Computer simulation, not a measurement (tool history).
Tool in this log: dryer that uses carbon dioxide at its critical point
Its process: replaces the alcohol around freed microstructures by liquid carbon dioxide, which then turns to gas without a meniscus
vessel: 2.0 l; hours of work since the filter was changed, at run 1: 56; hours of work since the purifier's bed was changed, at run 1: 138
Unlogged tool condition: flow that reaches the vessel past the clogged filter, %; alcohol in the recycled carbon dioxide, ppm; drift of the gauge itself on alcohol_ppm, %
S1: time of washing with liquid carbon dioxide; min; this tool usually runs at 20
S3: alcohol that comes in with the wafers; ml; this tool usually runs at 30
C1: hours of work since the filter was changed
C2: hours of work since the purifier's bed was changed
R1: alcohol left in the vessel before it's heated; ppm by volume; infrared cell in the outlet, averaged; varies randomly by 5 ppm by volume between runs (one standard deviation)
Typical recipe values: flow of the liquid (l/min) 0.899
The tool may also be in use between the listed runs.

{"run": 1, "hour": 0.0, "S1": 20, "flow of the liquid (l/min)": 0.899, "S3": 30, "C1": 56, "C2": 138, "R1": 91}
{"run": 2, "hour": 18.2, "S1": 20, "flow of the liquid (l/min)": 0.899, "S3": 116, "C1": 68, "C2": 149, "R1": 106}
{"run": 3, "hour": 34.1, "S1": 20, "flow of the liquid (l/min)": 0.899, "S3": 30, "C1": 78, "C2": 159, "R1": 91}
{"run": 4, "hour": 51.1, "S1": 20, "flow of the liquid (l/min)": 0.561, "S3": 30, "C1": 89, "C2": 170, "R1": 193}
{"run": 5, "hour": 64.0, "S1": 20, "flow of the liquid (l/min)": 0.561, "S3": 30, "C1": 97, "C2": 178, "R1": 207}
{"run": 6, "hour": 90.7, "S1": 20, "flow of the liquid (l/min)": 0.561, "S3": 30, "C1": 114, "C2": 195, "R1": 211}
{"run": 7, "hour": 111.4, "S1": 20, "flow of the liquid (l/min)": 0.561, "S3": 30, "C1": 127, "C2": 209, "R1": 216}
{"run": 8, "hour": 131.5, "S1": 20, "flow of the liquid (l/min)": 0.899, "S3": 30, "C1": 140, "C2": 221, "R1": 125}
{"run": 9, "hour": 157.0, "S1": 20, "flow of the liquid (l/min)": 0.899, "S3": 30, "C1": 156, "C2": 237, "R1": 134}
{"run": 10, "hour": 181.4, "S1": 20, "flow of the liquid (l/min)": 0.899, "S3": 30, "C1": 171, "C2": 253, "R1": 138}
{"run": 11, "hour": 196.7, "S1": 23, "flow of the liquid (l/min)": 0.899, "S3": 30, "C1": 181, "C2": 263, "R1": 140}
{"run": 12, "hour": 226.2, "S1": 23, "flow of the liquid (l/min)": 0.899, "S3": 30, "C1": 200, "C2": 281, "R1": 147}
{"run": 13, "hour": 240.2, "S1": 20, "flow of the liquid (l/min)": 0.899, "S3": 30, "C1": 209, "C2": 290, "R1": 161}
{"run": 14, "hour": 267.2, "S1": 20, "flow of the liquid (l/min)": 0.899, "S3": 76, "C1": 226, "C2": 307, "R1": 182}
{"run": 15, "hour": 290.8, "S1": 20, "flow of the liquid (l/min)": 0.899, "S3": 76, "C1": 241, "C2": 322, "R1": 185}
{"hour": 296.6, "done": "inlet filter changed"}
{"run": 16, "hour": 321.8, "S1": 20, "flow of the liquid (l/min)": 0.899, "S3": 30, "C1": 16, "C2": 341, "R1": 179}
{"run": 17, "hour": 347.5, "S1": 20, "flow of the liquid (l/min)": 0.899, "S3": 30, "C1": 32, "C2": 358, "R1": 183}
{"run": 18, "hour": 361.3, "S1": 20, "flow of the liquid (l/min)": 0.899, "S3": 30, "C1": 41, "C2": 366, "R1": 191}
{"run": 19, "hour": 390.3, "S1": 20, "flow of the liquid (l/min)": 0.899, "S3": 30, "C1": 59, "C2": 385, "R1": 210}
{"run": 20, "hour": 415.5, "S1": 29, "flow of the liquid (l/min)": 0.899, "S3": 30, "C1": 75, "C2": 401, "R1": 196}
{"run": 21, "hour": 436.2, "S1": 22, "flow of the liquid (l/min)": 0.899, "S3": 30, "C1": 88, "C2": 414, "R1": 207}
{"run": 22, "hour": 456.6, "S1": 20, "flow of the liquid (l/min)": 0.899, "S3": 30, "C1": 101, "C2": 427, "R1": 226}
{"run": 23, "hour": 478.7, "S1": 20, "flow of the liquid (l/min)": 0.899, "S3": 30, "C1": 115, "C2": 441, "R1": 235}
{"run": 24, "hour": 507.0, "S1": 20, "flow of the liquid (l/min)": 0.899, "S3": 30, "C1": 133, "C2": 459, "R1": 240}
{"run": 25, "hour": 529.2, "S1": 20, "flow of the liquid (l/min)": 0.899, "S3": 30, "C1": 147, "C2": 473, "R1": 239}
{"run": 26, "hour": 554.4, "S1": 14, "flow of the liquid (l/min)": 0.733, "S3": 85, "C1": 163, "C2": 489, "R1": 743}
{"run": 27, "hour": 567.7, "S1": 31, "flow of the liquid (l/min)": 0.671, "S3": 30, "C1": 172, "C2": 497, "R1": 246}
{"run": 28, "hour": 592.5, "S1": 24, "flow of the liquid (l/min)": 0.754, "S3": 36, "C1": 188, "C2": 513, "R1": 264}
{"run": 29, "hour": 607.0, "S1": 13, "flow of the liquid (l/min)": 0.899, "S3": 31, "C1": 197, "C2": 522, "R1": 375}
{"run": 30, "hour": 633.2, "S1": 13, "flow of the liquid (l/min)": 0.899, "S3": 31, "C1": 213, "C2": 539, "R1": 369}
{"run": 31, "hour": 656.4, "S1": 13, "flow of the liquid (l/min)": 0.899, "S3": 31, "C1": 228, "C2": 553, "R1": 389}
{"run": 32, "hour": 677.6, "S1": 21, "flow of the liquid (l/min)": 0.899, "S3": 31, "C1": 241, "C2": 567, "R1": 281}
{"hour": 681.6, "done": "inlet filter changed"}
{"run": 33, "hour": 691.4, "S1": 21, "flow of the liquid (l/min)": 0.899, "S3": 31, "C1": 6, "C2": 575, "R1": 293}
{"hour": 710.1, "done": "purifier's bed changed"}
{"run": 34, "hour": 724.3, "S1": 26, "flow of the liquid (l/min)": 1.239, "S3": 45, "C1": 25, "C2": 9, "R1": 12}
{"run": 35, "hour": 740.7, "S1": 22, "flow of the liquid (l/min)": 1.062, "S3": 52, "C1": 36, "C2": 19, "R1": 19}
{"run": 36, "hour": 769.0, "S1": 14, "flow of the liquid (l/min)": 0.672, "S3": 98, "C1": 53, "C2": 37, "R1": 676}
{"run": 37, "hour": 793.8, "S1": 14, "flow of the liquid (l/min)": 0.672, "S3": 98, "C1": 69, "C2": 53, "R1": 712}
{"run": 38, "hour": 813.3, "S1": 20, "flow of the liquid (l/min)": 1.265, "S3": 21, "C1": 82, "C2": 65, "R1": 40}
{"run": 39, "hour": 826.0, "S1": 25, "flow of the liquid (l/min)": 0.899, "S3": 30, "C1": 90, "C2": 73, "R1": 41}
{"run": 40, "hour": 838.4, "S1": 19, "flow of the liquid (l/min)": 1.444, "S3": 30, "C1": 97, "C2": 81, "R1": 43}
{"run": 41, "hour": 866.6, "S1": 19, "flow of the liquid (l/min)": 1.444, "S3": 30, "C1": 115, "C2": 99, "R1": 52}
{"run": 42, "hour": 880.0, "S1": 19, "flow of the liquid (l/min)": 1.444, "S3": 30, "C1": 124, "C2": 108, "R1": 55}
{"run": 43, "hour": 896.4, "S1": 19, "flow of the liquid (l/min)": 1.444, "S3": 30, "C1": 134, "C2": 118, "R1": 62}
{"run": 44, "hour": 924.6, "S1": 19, "flow of the liquid (l/min)": 1.444, "S3": 30, "C1": 152, "C2": 136, "R1": 74}
{"run": 45, "hour": 946.3, "S1": 22, "flow of the liquid (l/min)": 1.487, "S3": 30, "C1": 166, "C2": 150, "R1": 72}
{"run": 46, "hour": 961.9, "S1": 20, "flow of the liquid (l/min)": 1.025, "S3": 43, "C1": 176, "C2": 160, "R1": 84}
{"run": 47, "hour": 980.5, "S1": 20, "flow of the liquid (l/min)": 1.025, "S3": 43, "C1": 188, "C2": 171, "R1": 86}

How the hidden state differs across the entries between the runs, from the last listed run before each to the first after it:
After run 15, before run 16: inlet filter changed (hour 296.6)
  flow that reaches the vessel past the clogged filter, %: 89.8 -> 98.9; alcohol in the recycled carbon dioxide, ppm: 166.3 -> 174.4
  what was measured, less what the result would be without the hidden state, R1: +169 -> +172 ppm by volume
After run 32, before run 33: inlet filter changed (hour 681.6)
  flow that reaches the vessel past the clogged filter, %: 89.3 -> 99.5; alcohol in the recycled carbon dioxide, ppm: 280 -> 283.4
  what was measured, less what the result would be without the hidden state, R1: +276 -> +281 ppm by volume
After run 33, before run 34: purifier's bed changed (hour 710.1)
  flow that reaches the vessel past the clogged filter, %: 99.5 -> 98.7; alcohol in the recycled carbon dioxide, ppm: 283.4 -> 9.3
  what was measured, less what the result would be without the hidden state, R1: +281 -> +5 ppm by volume
